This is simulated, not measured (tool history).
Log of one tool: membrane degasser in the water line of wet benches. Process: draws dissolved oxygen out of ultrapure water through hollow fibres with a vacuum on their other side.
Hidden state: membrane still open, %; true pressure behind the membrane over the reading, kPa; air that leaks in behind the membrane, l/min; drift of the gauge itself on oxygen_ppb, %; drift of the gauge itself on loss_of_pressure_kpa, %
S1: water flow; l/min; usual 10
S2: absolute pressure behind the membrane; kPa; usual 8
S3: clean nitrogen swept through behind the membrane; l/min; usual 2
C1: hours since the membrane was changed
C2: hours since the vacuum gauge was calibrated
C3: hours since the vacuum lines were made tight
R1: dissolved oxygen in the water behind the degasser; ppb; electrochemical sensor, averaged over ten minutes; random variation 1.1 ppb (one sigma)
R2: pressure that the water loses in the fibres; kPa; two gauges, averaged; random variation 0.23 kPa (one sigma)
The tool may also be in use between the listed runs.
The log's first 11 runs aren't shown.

{"run": 12, "hour": 898.2, "S1": 11, "S2": 8, "S3": 2, "C1": 6031, "C2": 6354, "C3": 14933, "R1": 146.5, "R2": 65.96}
{"run": 13, "hour": 1015.6, "S1": 11, "S2": 8, "S3": 2, "C1": 6148, "C2": 6472, "C3": 15050, "R1": 145, "R2": 66.08}
{"run": 14, "hour": 1141.1, "S1": 11, "S2": 8, "S3": 2, "C1": 6274, "C2": 6597, "C3": 15176, "R1": 146.6, "R2": 66.06}
{"run": 15, "hour": 1199.5, "S1": 11, "S2": 8, "S3": 2, "C1": 6332, "C2": 6655, "C3": 15234, "R1": 145.5, "R2": 66.02}
{"run": 16, "hour": 1323.4, "S1": 11, "S2": 8, "S3": 2, "C1": 6456, "C2": 6779, "C3": 15358, "R1": 144.5, "R2": 66.33}
{"run": 17, "hour": 1395.3, "S1": 11, "S2": 8, "S3": 2, "C1": 6528, "C2": 6851, "C3": 15430, "R1": 145.1, "R2": 66.11}
{"hour": 1405.4, "done": "vacuum gauge calibrated"}
{"hour": 1478.1, "done": "seals of the vacuum lines changed"}
{"run": 18, "hour": 1519.2, "S1": 11, "S2": 8, "S3": 2, "C1": 6649, "C2": 112, "C3": 41, "R1": 140.6, "R2": 65.97}
{"run": 19, "hour": 1636.7, "S1": 7, "S2": 6.33, "S3": 1.08, "C1": 6767, "C2": 229, "C3": 159, "R1": 68.3, "R2": 42.57}
{"run": 20, "hour": 1754.1, "S1": 7, "S2": 6.33, "S3": 1.08, "C1": 6884, "C2": 347, "C3": 276, "R1": 68.8, "R2": 42.1}
{"run": 21, "hour": 1858.6, "S1": 10, "S2": 12.91, "S3": 3.79, "C1": 6989, "C2": 451, "C3": 381, "R1": 119.7, "R2": 60.48}
{"run": 22, "hour": 1982.3, "S1": 8, "S2": 8, "S3": 0.89, "C1": 7112, "C2": 575, "C3": 504, "R1": 134.1, "R2": 48.43}
{"run": 23, "hour": 2051.2, "S1": 12, "S2": 8.44, "S3": 4.08, "C1": 7181, "C2": 644, "C3": 573, "R1": 137.5, "R2": 72.38}
{"hour": 2129.2, "done": "vacuum gauge calibrated, once more"}
{"run": 24, "hour": 2129.2, "S1": 10, "S2": 8.44, "S3": 4.08, "C1": 7259, "C2": 0, "C3": 651, "R1": 88.6, "R2": 60.17}
{"run": 25, "hour": 2199.3, "S1": 14, "S2": 6, "S3": 1.59, "C1": 7329, "C2": 70, "C3": 721, "R1": 209, "R2": 84.65}
{"run": 26, "hour": 2259.2, "S1": 7, "S2": 6, "S3": 1.47, "C1": 7389, "C2": 130, "C3": 781, "R1": 46.8, "R2": 42.11}
{"run": 27, "hour": 2374.4, "S1": 8, "S2": 8, "S3": 0.88, "C1": 7504, "C2": 245, "C3": 896, "R1": 128.6, "R2": 48.69}
{"run": 28, "hour": 2455.9, "S1": 10, "S2": 8, "S3": 4.29, "C1": 7586, "C2": 327, "C3": 977, "R1": 84, "R2": 60.73}
{"run": 29, "hour": 2571.1, "S1": 12, "S2": 13.76, "S3": 4.29, "C1": 7701, "C2": 442, "C3": 1092, "R1": 170.3, "R2": 72.59}
{"run": 30, "hour": 2653.3, "S1": 10, "S2": 5.46, "S3": 1.62, "C1": 7783, "C2": 524, "C3": 1175, "R1": 89.8, "R2": 60.36}
{"run": 31, "hour": 2754.2, "S1": 15, "S2": 8, "S3": 1.55, "C1": 7884, "C2": 625, "C3": 1276, "R1": 290.5, "R2": 90.74}

Forecast each of these 4 alternatives for the next run:
{"run": "A", "hour": 2861.3, "S1": 11, "S2": 11.17, "S3": 1.8, "C1": 7991, "C2": 732, "C3": 1383, "R1": "?", "R2": "?"}
{"run": "B", "hour": 2861.3, "S1": 6, "S2": 8, "S3": 2, "C1": 7991, "C2": 732, "C3": 1383, "R1": "?", "R2": "?"}
{"run": "C", "hour": 2861.3, "S1": 12, "S2": 18.51, "S3": 1.55, "C1": 7991, "C2": 732, "C3": 1383, "R1": "?", "R2": "?"}
{"run": "D", "hour": 2861.3, "S1": 8, "S2": 7.16, "S3": 2.13, "C1": 7991, "C2": 732, "C3": 1383, "R1": "?", "R2": "?"}

run=A R1=194.8 R2=66.44
run=B R1=42.7 R2=36.24
run=C R1=370.8 R2=72.8
run=D R1=63.3 R2=48.67
Without the tool's hidden state the same runs would have given:
run=A R1=180.2 R2=63.69
run=B R1=40.3 R2=34.74
run=C R1=353.1 R2=69.8
run=D R1=57.2 R2=46.66

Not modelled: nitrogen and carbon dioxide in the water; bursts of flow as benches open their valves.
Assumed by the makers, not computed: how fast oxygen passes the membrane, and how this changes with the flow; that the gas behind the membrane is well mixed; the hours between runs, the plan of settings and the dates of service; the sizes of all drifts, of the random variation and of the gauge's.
